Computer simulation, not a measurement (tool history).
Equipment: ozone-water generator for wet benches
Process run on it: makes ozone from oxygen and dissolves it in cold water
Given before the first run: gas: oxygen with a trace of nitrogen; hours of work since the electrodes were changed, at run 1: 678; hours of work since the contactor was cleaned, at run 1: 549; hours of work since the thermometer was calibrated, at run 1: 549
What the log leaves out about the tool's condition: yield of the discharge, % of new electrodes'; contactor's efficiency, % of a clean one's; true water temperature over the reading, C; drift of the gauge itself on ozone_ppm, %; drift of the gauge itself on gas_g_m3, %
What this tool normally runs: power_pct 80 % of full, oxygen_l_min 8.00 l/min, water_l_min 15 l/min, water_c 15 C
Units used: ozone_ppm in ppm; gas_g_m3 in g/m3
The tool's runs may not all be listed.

run    hour  power_pct  oxygen_l_min  water_l_min  water_c  hours of work since the electrodes were changed  hours of work since the contactor was cleaned  hours of work since the thermometer was calibrated  ozone_ppm  gas_g_m3
  1     0.0         80          8.00           15       15                                              678                                            549                                                 549       40.3     226.8
  2    70.9         80          8.00           15       15                                              745                                            616                                                 616       39.9     229.3
  3   203.4         80          8.00           15       15                                              870                                            742                                                 742       39.8     227.4
  4   325.4         80          8.00           15       15                                              986                                            858                                                 858       39.7     223.5
  5   420.2         80          5.24           15       15                                             1076                                            948                                                 948       37.4     258.7
  6   506.8         80         12.73           15       15                                             1158                                           1030                                                1030       39.0     188.0
  7   585.0         57         12.73           15       15                                             1232                                           1104                                                1104       29.2     141.5
  8   703.7         57         12.73           15       15                                             1345                                           1217                                                1217       29.5     142.2
  9   836.9         80          8.00           15       15                                             1471                                           1343                                                1343       38.2     218.6
 10   941.2         80          8.00           15       15                                             1570                                           1442                                                1442       37.7     217.0
 11  1001.4         57          8.00           15       15                                             1627                                           1499                                                1499       28.8     164.7
 12  1131.4         57          8.00           15       15                                             1750                                           1622                                                1622       28.0     164.5
 13  1262.5         80          8.00           15       15                                             1875                                           1747                                                1747       37.1     212.1
     1273.6  -- contactor cleaned
 14  1351.7         80          8.00            9       15                                             1956                                             74                                                1827       48.4     211.5
 15  1453.8         80          8.00            9       15                                             2052                                            171                                                1924       47.8     208.3
 16  1574.4         57          8.00           15       15                                             2167                                            285                                                2038       27.8     157.8
 17  1712.7         80          8.00           15        9                                             2298                                            416                                                2170       40.7     205.9
 18  1850.4         80          8.00           15        9                                             2429                                            547                                                2300       40.1     203.3
 19  1982.6         80          6.15           21       15                                             2554                                            672                                                2426       26.8     224.9
 20  2042.0         71         10.90           13       15                                             2610                                            729                                                2482       35.1     166.1
 21  2177.2         71         10.90           13       15                                             2738                                            857                                                2610       34.6     165.0
 22  2246.7         45          4.86           15       15                                             2804                                            923                                                2676       21.5     153.4
     2276.1  -- water thermometer calibrated
 23  2377.6         45          9.58           15       15                                             2928                                           1046                                                  96       22.4     121.8
 24  2460.9         45          9.58           15       15                                             3007                                           1125                                                 175       22.4     120.3
 25  2607.0         40         11.20           19       11                                             3146                                           1264                                                 314       19.1     103.8
 26  2719.5         80          8.00           15       11                                             3252                                           1371                                                 420       36.4     192.9
 27  2800.5         67          8.00           15       13                                             3329                                           1448                                                 497       30.7     168.8
 28  2904.5         67          8.00           15       13                                             3428                                           1546                                                 596       30.4     166.8
 29  3039.1         67          8.00           15       13                                             3555                                           1674                                                 724       30.4     166.8
     3129.9  -- contactor cleaned
 30  3177.0         79         12.67           14       16                                             3682                                             45                                                 851       33.2     157.7
 31  3277.7         80          8.00           14       15                                             3778                                            140                                                 946       34.4     185.0
 32  3411.7         80          8.00           14       15                                             3905                                            267                                                1073       34.1     185.7
 33  3551.6         41          7.24            9       15                                             4038                                            400                                                1206       26.5     119.5

Measured minus without-hidden-state, run by run (identical run-to-run variation in each term; gauge scatter may differ):
run  ozone_ppm  gas_g_m3
  1       -1.7      -8.3
  2       -1.8      -9.3
  3       -2.1     -10.9
  4       -2.5     -12.5
  5       -2.6     -16.1
  6       -3.0     -12.7
  7       -1.9      -7.5
  8       -2.0      -8.3
  9       -3.9     -19.3
 10       -4.1     -20.7
 11       -2.5     -12.1
 12       -2.6     -13.1
 13       -5.0     -25.0
 14       -6.2     -26.1
 15       -6.4     -27.2
 16       -3.0     -16.1
 17       -6.3     -30.6
 18       -6.7     -32.6
 19       -4.9     -38.0
 20       -5.9     -26.1
 21       -6.2     -27.5
 22       -2.5     -16.2
 23       -2.7     -13.5
 24       -2.8     -13.8
 25       -2.2     -10.7
 26       -8.8     -44.1
 27       -6.6     -34.2
 28       -6.8     -35.0
 29       -7.2     -36.6
 30       -8.9     -41.7
 31       -9.7     -50.9
 32      -10.0     -53.0
 33       -4.1     -17.5

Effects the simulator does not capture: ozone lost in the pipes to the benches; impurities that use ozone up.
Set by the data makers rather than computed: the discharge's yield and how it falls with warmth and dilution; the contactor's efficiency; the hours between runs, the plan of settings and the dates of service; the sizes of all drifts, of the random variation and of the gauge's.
